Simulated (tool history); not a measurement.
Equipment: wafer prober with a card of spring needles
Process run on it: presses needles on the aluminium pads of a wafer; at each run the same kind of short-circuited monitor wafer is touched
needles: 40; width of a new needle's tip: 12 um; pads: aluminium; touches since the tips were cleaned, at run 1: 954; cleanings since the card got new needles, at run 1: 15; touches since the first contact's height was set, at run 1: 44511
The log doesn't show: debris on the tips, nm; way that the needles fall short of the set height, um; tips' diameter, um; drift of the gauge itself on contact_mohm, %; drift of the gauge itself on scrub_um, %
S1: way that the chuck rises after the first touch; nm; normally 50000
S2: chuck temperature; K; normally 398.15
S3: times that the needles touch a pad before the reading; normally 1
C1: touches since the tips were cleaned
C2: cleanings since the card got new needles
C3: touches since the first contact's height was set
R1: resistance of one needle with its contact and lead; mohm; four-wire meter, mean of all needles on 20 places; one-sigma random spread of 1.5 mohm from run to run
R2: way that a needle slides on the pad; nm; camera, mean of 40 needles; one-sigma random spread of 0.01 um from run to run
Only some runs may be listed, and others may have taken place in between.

run,day,S1,S2,S3,C1,C2,C3,R1,R2
1,0.000,50000,398.15,1,954,15,44511,164,9800
2,0.621,50000,306.15,1,6288,15,49845,213,9800
# day 0.829: tips cleaned on abrasive film
3,0.962,50000,306.15,2,1179,16,52787,147,9810
4,1.392,50000,306.15,2,4863,16,56471,173,9800
# day 1.771: tips cleaned on abrasive film
5,1.779,50000,298.15,1,91,17,59783,133,9800
6,2.246,50000,298.15,1,4115,17,63807,201,9800
7,2.554,50000,298.15,1,6758,17,66450,215,9790
# day 2.700: tips cleaned on abrasive film
8,2.838,50000,298.15,1,1188,18,68852,159,9770
9,3.133,50000,298.15,1,3755,18,71419,196,9780
10,3.583,50000,298.15,2,7637,18,75301,182,9780
# day 3.646: tips cleaned on abrasive film
11,3.954,50000,298.15,2,2663,19,78448,155,9780
# day 4.583: tips cleaned on abrasive film
12,4.617,50000,398.15,1,267,20,84111,147,9770
13,5.046,50000,398.15,1,3978,20,87822,196,9740
14,5.400,50000,383.15,1,7033,20,90877,215,9760
# day 5.529: tips cleaned on abrasive film
# day 5.583: height of the first contact set anew
15,5.838,50000,383.15,1,2574,21,2211,189,9870
# day 6.467: tips cleaned on abrasive film
16,6.467,55000,398.15,1,0,22,7577,141,10860
17,7.088,50000,398.15,1,5377,22,12954,207,9870
# day 7.417: tips cleaned on abrasive film
18,7.442,50000,398.15,1,205,23,15954,150,9850
19,8.058,37000,346.15,1,5506,23,21255,258,7280
# day 8.346: tips cleaned on abrasive film
20,8.562,35000,398.15,1,1897,24,25590,207,6890
21,9.042,35000,398.15,2,6015,24,29708,217,6880
# day 9.292: tips cleaned on abrasive film
22,9.446,35000,398.15,2,1302,25,33137,169,6880
23,9.908,62000,360.15,3,5303,25,37138,148,12190
# day 10.233: tips cleaned on abrasive film
24,10.233,50000,391.15,1,0,26,39903,139,9810
25,10.783,48000,398.15,3,4761,26,44664,162,9420
# day 11.167: tips cleaned on abrasive film
26,11.254,60000,308.15,1,735,27,48664,144,11780
27,11.600,42000,398.15,2,3704,27,51633,185,8210
# day 12.096: tips cleaned on abrasive film
28,12.258,31000,311.15,1,1403,28,57280,211,6040
29,12.858,48000,337.15,2,6565,28,62442,185,9400
# day 13.042: tips cleaned on abrasive film
30,13.150,59000,328.15,1,912,29,64919,147,11560
31,13.667,50000,383.15,2,5390,29,69397,180,9780
# day 13.992: tips cleaned on abrasive film
32,14.192,50000,383.15,2,1725,30,73877,157,9780
33,14.679,50000,383.15,2,5941,30,78093,182,9770
# day 14.933: tips cleaned on abrasive film
34,14.958,50000,383.15,2,201,31,80448,142,9760
35,15.371,65000,300.15,2,3759,31,84006,151,12720

Below, each run's measurement less what the same run would have read without the hidden state. Both values contain the same run-to-run variation, but the gauge's scatter may not be the same in both:
run,R1,R2
1,+30,-60
2,+91,-70
3,+22,-70
4,+49,-70
5,+9,-70
6,+77,-80
7,+93,-80
8,+37,-90
9,+72,-80
10,+59,-90
11,+35,-100
12,+11,-110
13,+62,-110
14,+81,-100
15,+54,+0
16,+6,-10
17,+71,+0
18,+15,-20
19,+127,-20
20,+69,-20
21,+78,-20
22,+33,-40
23,+21,-40
24,+4,-50
25,+26,-60
26,+19,-60
27,+48,-70
28,+85,-70
29,+57,-80
30,+23,-90
31,+46,-90
32,+26,-90
33,+49,-100
34,+9,-100
35,+31,-110

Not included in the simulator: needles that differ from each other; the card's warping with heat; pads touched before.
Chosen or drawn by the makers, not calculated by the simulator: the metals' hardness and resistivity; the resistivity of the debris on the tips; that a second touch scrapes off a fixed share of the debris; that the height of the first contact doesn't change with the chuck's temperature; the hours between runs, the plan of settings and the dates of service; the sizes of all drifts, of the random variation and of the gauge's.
